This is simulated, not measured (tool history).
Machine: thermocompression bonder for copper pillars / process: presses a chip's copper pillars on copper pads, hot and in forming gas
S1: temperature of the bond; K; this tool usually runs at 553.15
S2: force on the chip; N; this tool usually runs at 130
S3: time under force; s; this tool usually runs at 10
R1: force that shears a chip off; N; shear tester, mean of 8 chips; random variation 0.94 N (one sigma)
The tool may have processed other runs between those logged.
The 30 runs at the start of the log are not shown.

| run | hour | S1 | S2 | S3 | R1 |
|---|---|---|---|---|---|
| 31 | 263.4 | 566.15 | 182 | 10 | 110.4 |
| 32 | 269.9 | 568.15 | 130 | 5 | 81.2 |
| 33 | 279.4 | 568.15 | 130 | 5 | 81.3 |
| 34 | 292.2 | 562.15 | 124 | 10 | 89.0 |
| 35 | 303.8 | 527.15 | 102 | 10 | 50.3 |
| 36 | 315.4 | 527.15 | 147 | 16 | 75.5 |
| 37 | 327.4 | 527.15 | 145 | 29 | 87.3 |
| 38 | 335.5 | 525.15 | 125 | 12 | 59.0 |
| 39 | 341.7 | 553.15 | 103 | 21 | 92.2 |

Here are 3 independent what-if runs from the current tool condition. What would each one return?
| A | 347.6 | 542.15 | 163 | 30 | ? |
| B | 347.6 | 553.15 | 130 | 6 | ? |
| C | 347.6 | 552.15 | 90 | 21 | ? |

| run | R1 |
|---|---|
| A | 108.5 |
| B | 71.8 |
| C | 87.8 |
Without the tool's hidden state the same runs would have given:
| run | R1 |
|---|---|
| A | 107.0 |
| B | 67.2 |
| C | 83.8 |
